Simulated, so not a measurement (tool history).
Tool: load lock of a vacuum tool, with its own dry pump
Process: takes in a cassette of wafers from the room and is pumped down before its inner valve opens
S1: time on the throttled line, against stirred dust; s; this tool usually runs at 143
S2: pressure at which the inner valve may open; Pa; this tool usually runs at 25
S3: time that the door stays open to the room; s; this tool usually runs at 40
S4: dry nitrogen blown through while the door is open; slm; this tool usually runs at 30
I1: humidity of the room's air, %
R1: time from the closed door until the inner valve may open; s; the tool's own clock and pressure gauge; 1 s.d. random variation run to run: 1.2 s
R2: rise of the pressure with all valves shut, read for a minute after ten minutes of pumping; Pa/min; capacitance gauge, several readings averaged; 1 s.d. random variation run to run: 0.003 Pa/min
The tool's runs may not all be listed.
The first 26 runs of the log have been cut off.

run,hour,S1,S2,S3,S4,I1,R1,R2
27,3246.9,143,23,40,31,44.2,199.0,0.101
28,3365.1,176,25,40,30,43.0,227.8,0.093
29,3459.0,278,18,32,12,45.3,314.5,0.106
30,3538.7,278,18,32,12,46.5,314.2,0.110
31,3694.5,143,28,87,30,46.0,197.7,0.112
32,3815.8,143,25,40,21,47.5,198.4,0.113
33,3949.5,115,25,28,15,39.6,174.6,0.108
34,4062.7,143,30,28,30,47.7,195.8,0.111

Expected results for the next run?
35,4171.2,143,30,28,30,44.7,?,?

R1: 197.5 s
R2: 0.111 Pa/min
Had the tool carried no hidden state, the very same run would have given R1 194.5 s, R2 0.021 Pa/min.

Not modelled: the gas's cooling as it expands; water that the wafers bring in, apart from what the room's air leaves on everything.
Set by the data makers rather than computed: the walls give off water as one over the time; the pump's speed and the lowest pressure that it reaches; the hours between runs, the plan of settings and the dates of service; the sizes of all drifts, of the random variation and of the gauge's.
